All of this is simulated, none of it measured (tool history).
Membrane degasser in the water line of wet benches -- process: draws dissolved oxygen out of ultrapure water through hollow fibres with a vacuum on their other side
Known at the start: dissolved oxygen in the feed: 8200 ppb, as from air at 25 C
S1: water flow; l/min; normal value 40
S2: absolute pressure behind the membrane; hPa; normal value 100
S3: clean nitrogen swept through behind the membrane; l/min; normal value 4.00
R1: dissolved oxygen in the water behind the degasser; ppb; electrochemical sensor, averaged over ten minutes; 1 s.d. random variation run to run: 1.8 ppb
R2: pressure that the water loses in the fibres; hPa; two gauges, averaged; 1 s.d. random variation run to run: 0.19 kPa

Run 1, hour 0.0: usual settings. Result: R1 172.9 ppb, R2 380.1 hPa.
Run 2, hour 73.9: usual settings. Result: R1 172.3 ppb, R2 378.0 hPa.
Run 3, hour 138.3: usual settings but S3 2.33 l/min. Result: R1 272.0 ppb, R2 380.1 hPa.
Run 4, hour 176.7: usual settings but S3 2.33 l/min. Result: R1 271.9 ppb, R2 377.2 hPa.
Run 5, hour 212.9: usual settings. Result: R1 171.2 ppb, R2 380.7 hPa.
Run 6, hour 289.1: usual settings. Result: R1 172.4 ppb, R2 378.0 hPa.
Run 7, hour 323.8: usual settings. Result: R1 172.7 ppb, R2 378.8 hPa.
Run 8, hour 361.0: usual settings. Result: R1 171.7 ppb, R2 381.1 hPa.
Run 9, hour 434.2: usual settings. Result: R1 171.4 ppb, R2 380.2 hPa.
Run 10, hour 467.1: usual settings but S2 238 hPa. Result: R1 468.5 ppb, R2 381.2 hPa.
Run 11, hour 501.6: usual settings but S2 238 hPa. Result: R1 479.9 ppb, R2 383.1 hPa.
Run 12, hour 577.4: usual settings but S1 63 l/min. Result: R1 326.6 ppb, R2 598.2 hPa.
Run 13, hour 643.9: usual settings but S1 63 l/min. Result: R1 326.2 ppb, R2 598.1 hPa.
Run 14, hour 700.5: usual settings but S1 36 l/min, S2 249 hPa, S3 2.98 l/min. Result: R1 584.3 ppb, R2 343.4 hPa.
Run 15, hour 753.1: usual settings but S1 59 l/min, S2 249 hPa, S3 2.98 l/min. Result: R1 936.4 ppb, R2 560.8 hPa.
Run 16, hour 785.2: usual settings but S1 27 l/min, S2 249 hPa, S3 2.28 l/min. Result: R1 562.7 ppb, R2 256.7 hPa.
Run 17, hour 821.1: usual settings but S1 41 l/min, S2 136 hPa, S3 3.49 l/min. Result: R1 292.7 ppb, R2 390.4 hPa.
Run 18, hour 884.8: usual settings but S1 56 l/min, S2 190 hPa, S3 2.26 l/min. Result: R1 823.5 ppb, R2 531.6 hPa.
Run 19, hour 938.8: usual settings but S1 43 l/min, S2 74 hPa, S3 9.29 l/min. Result: R1 67.8 ppb, R2 408.2 hPa.
Run 20, hour 1002.0: usual settings but S3 3.59 l/min. Result: R1 190.9 ppb, R2 381.0 hPa.
Run 21, hour 1079.1: usual settings but S2 144 hPa, S3 3.37 l/min. Result: R1 319.2 ppb, R2 381.5 hPa.
Run 22, hour 1134.8: usual settings but S1 26 l/min, S3 6.11 l/min. Result: R1 71.4 ppb, R2 250.1 hPa.
Run 23, hour 1185.7: usual settings but S1 32 l/min, S2 229 hPa. Result: R1 366.1 ppb, R2 303.4 hPa.

Predict each of these 4 candidate next runs independently; none follows another, all start after run 23:
Run A, hour 1238.1: usual settings but S1 26 l/min, S2 61 hPa, S3 2.24 l/min. Result: R1 ?, R2 ?.
Run B, hour 1238.1: usual settings but S1 59 l/min, S2 81 hPa. Result: R1 ?, R2 ?.
Run C, hour 1238.1: usual settings but S1 44 l/min, S2 105 hPa, S3 2.29 l/min. Result: R1 ?, R2 ?.
Run D, hour 1238.1: usual settings but S1 32 l/min, S2 229 hPa, S3 6.82 l/min. Result: R1 ?, R2 ?.

run     R1     R2
  A   78.7  246.1
  B  237.2  560.9
  C  321.5  419.1
  D  225.2  305.9
The same runs, with their run-to-run variation unchanged, on a tool lacking any hidden condition would have given:
run     R1     R2
  A   78.6  246.0
  B  236.9  560.6
  C  321.3  418.8
  D  225.2  305.8

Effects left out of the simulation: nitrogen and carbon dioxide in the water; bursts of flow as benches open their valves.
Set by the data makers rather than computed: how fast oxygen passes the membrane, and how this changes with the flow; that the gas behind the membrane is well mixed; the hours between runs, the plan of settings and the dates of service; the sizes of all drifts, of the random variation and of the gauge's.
